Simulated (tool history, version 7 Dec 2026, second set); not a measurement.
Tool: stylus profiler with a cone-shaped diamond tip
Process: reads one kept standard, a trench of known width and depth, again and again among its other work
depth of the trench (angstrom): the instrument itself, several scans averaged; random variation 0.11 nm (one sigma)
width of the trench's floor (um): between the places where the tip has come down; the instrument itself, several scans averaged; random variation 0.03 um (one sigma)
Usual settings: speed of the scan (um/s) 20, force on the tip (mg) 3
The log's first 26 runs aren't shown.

run   hour  speed of the scan (um/s)  force on the tip (mg)  scans with this tip  hours of work since the height scale was calibrated  depth of the trench (angstrom)  width of the trench's floor (um)
 27  454.4                        33                   5.61                 2669                                                   26                          2053.9                             28.11
 28  465.3                        51                   5.37                 2709                                                   31                          2052.3                             28.03
     476.7  -- height scale calibrated on a step standard, once more
 29  482.4                         5                   6.92                 2770                                                    2                          2067.1                             28.12
 30  494.8                         9                   1.78                 2816                                                    8                          2027.5                             28.15
 31    513                         9                   1.78                 2883                                                   16                            2028                             28.12
 32  524.7                        20                   2.17                 2927                                                   21                          2030.7                             28.07
 33  547.6                        66                   5.26                 3011                                                   30                          2055.2                             27.92
 34  569.9                        43                   8.16                 3093                                                   40                          2076.6                             28.03
 35  591.4                        61                   3.59                 3173                                                   49                          2044.2                             27.88
 36  606.7                        30                   2.15                 3229                                                   56                          2030.5                                28
 37  626.8                         6                   6.36                 3304                                                   64                          2063.5                             28.14

Forecast each of these 3 alternatives for the next run:
  A  641.4                        15                      3                 3357                                                   71                               ?                                 ?
  B  641.4                        63                   1.05                 3357                                                   71                               ?                                 ?
  C  641.4                        33                   5.12                 3357                                                   71                               ?                                 ?

run  depth of the trench (angstrom)  width of the trench's floor (um)
  A                          2040.7                             28.07
  B                          2019.8                             27.69
  C                          2054.4                             28.06
Without the tool's hidden state the same runs would have given:
run  depth of the trench (angstrom)  width of the trench's floor (um)
  A                          2041.4                             28.19
  B                          2020.5                              27.8
  C                            2055                             28.18
